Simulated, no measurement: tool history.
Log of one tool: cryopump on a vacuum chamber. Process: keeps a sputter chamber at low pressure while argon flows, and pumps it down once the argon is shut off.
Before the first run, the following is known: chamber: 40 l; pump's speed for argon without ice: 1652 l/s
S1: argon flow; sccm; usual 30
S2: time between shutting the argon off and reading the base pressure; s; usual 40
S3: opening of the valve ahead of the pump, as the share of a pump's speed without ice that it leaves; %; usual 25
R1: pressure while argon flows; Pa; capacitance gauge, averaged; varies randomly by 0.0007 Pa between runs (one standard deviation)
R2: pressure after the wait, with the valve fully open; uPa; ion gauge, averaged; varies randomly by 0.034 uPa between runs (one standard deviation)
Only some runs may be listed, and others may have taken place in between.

| run | hour | S1 | S2 | S3 | R1 | R2 |
|---|---|---|---|---|---|---|
| 1 | 0 | 30 | 40 | 25 | 0.1255 | 2.33 |
| 2 | 27.9 | 30 | 40 | 25 | 0.1254 | 2.34 |
| 3 | 52.1 | 30 | 40 | 25 | 0.1257 | 2.28 |
| 4 | 75.8 | 30 | 40 | 25 | 0.1275 | 2.26 |
| 5 | 114.4 | 30 | 40 | 25 | 0.1268 | 2.37 |
| 6 | 147.1 | 30 | 40 | 25 | 0.1279 | 2.42 |
| 7 | 185.7 | 30 | 40 | 25 | 0.1274 | 2.38 |
| 8 | 224.7 | 30 | 56 | 25 | 0.1277 | 1.88 |
| 9 | 268.6 | 30 | 56 | 25 | 0.1287 | 1.91 |
| 10 | 295.3 | 42 | 40 | 25 | 0.18 | 2.46 |
| 11 | 329.8 | 36 | 40 | 25 | 0.1555 | 2.42 |
| 12 | 374.4 | 36 | 40 | 25 | 0.1553 | 2.36 |
| 13 | 405.4 | 36 | 40 | 25 | 0.1561 | 2.47 |
| 14 | 432.8 | 30 | 40 | 19 | 0.1691 | 2.5 |
| 15 | 477.7 | 30 | 40 | 25 | 0.131 | 2.49 |
| 16 | 499.6 | 30 | 40 | 25 | 0.1318 | 2.41 |
| 17 | 527.6 | 30 | 40 | 25 | 0.1327 | 2.5 |
| 18 | 565.1 | 14 | 24 | 25 | 0.0612 | 3.61 |
| 19 | 607.8 | 54 | 168 | 47 | 0.1347 | 1.25 |
| 20 | 630.3 | 30 | 296 | 54 | 0.0677 | 1.17 |
| 21 | 676.8 | 30 | 24 | 33 | 0.1039 | 3.66 |
| 22 | 722.1 | 30 | 24 | 33 | 0.1042 | 3.68 |
| 23 | 766.5 | 30 | 24 | 33 | 0.1052 | 3.66 |
| 24 | 801.3 | 12 | 108 | 59 | 0.0262 | 1.6 |
| 25 | 831.9 | 12 | 108 | 59 | 0.0261 | 1.55 |
| 26 | 866.1 | 24 | 43 | 25 | 0.1098 | 2.52 |
| 27 | 887.3 | 34 | 26 | 42 | 0.0975 | 3.44 |
| 28 | 934.9 | 20 | 29 | 18 | 0.1238 | 3.17 |
| 29 | 971.6 | 14 | 40 | 25 | 0.0637 | 2.7 |
| 30 | 1016.7 | 32 | 46 | 16 | 0.2192 | 2.52 |
| 31 | 1042.8 | 32 | 46 | 16 | 0.224 | 2.52 |
| 32 | 1081.9 | 40 | 292 | 17 | 0.2609 | 1.35 |
| 33 | 1132.6 | 13 | 156 | 24 | 0.0561 | 1.17 |
| 34 | 1156.2 | 25 | 29 | 22 | 0.1165 | 3.01 |

Withheld: 1 entry from between the runs. Position of each, and hidden state at the listed run before versus the listed run after:
Runs 32 to 33: pump warmed up, emptied and cooled again (hour 1102.3)
  pump's speed, % of a pump's without ice: 65.9 -> 98.9; cold plate's temperature, K: 12.41 -> 12.42; leak into the chamber, uPa l/s: 1218 -> 1226
  what was measured, less what the result would be without the hidden state, R1: +0.0216 -> +0.0002 Pa; R2: +0.95 -> +0.59 uPa
